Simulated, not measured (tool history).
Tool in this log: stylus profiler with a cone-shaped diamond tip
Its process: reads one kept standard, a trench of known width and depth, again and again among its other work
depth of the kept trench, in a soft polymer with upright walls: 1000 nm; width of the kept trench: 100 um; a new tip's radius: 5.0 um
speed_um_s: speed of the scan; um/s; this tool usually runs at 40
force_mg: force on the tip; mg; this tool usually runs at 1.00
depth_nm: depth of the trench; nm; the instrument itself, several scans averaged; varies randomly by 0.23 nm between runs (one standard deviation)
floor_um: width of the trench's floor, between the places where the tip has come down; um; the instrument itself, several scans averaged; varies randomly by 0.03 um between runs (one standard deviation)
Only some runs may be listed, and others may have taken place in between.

run,hour,speed_um_s,force_mg,depth_nm,floor_um
1,0.0,40,1.00,1009.03,92.07
2,58.5,11,1.00,1009.45,92.26
3,119.1,14,1.00,1009.64,92.04
4,155.9,40,1.82,1013.10,91.89
5,220.0,40,1.82,1013.08,91.77
6,280.2,40,1.82,1013.67,91.66
7,311.8,31,1.82,1013.60,91.66
8,375.0,31,1.82,1013.44,91.53
9,441.5,31,1.82,1013.83,91.36
10,482.4,31,0.41,1006.38,91.10
11,541.3,31,0.41,1006.02,91.01
12,599.4,40,2.44,1016.50,91.08
13,666.2,40,2.44,1016.67,90.92
14,721.9,124,0.73,1008.93,89.80
15,757.6,140,0.52,1007.16,89.35
# hour 762.7: height scale calibrated on a step standard
16,798.4,140,0.52,1008.91,89.25
17,864.5,140,0.52,1008.88,89.13
18,911.9,44,2.36,1017.52,90.44
19,963.2,32,0.42,1008.34,90.21
20,1001.8,32,0.42,1007.55,90.17

Estimate the outcome of run 21 from the log above:
21,1044.2,96,1.29,?,?

Run 21 came out at depth_nm 1013.29 nm, floor_um 89.78 um.
If the tool had no hidden condition, the same run with the same run-to-run variation would have returned depth_nm 1009.59 nm, floor_um 93.26 um.
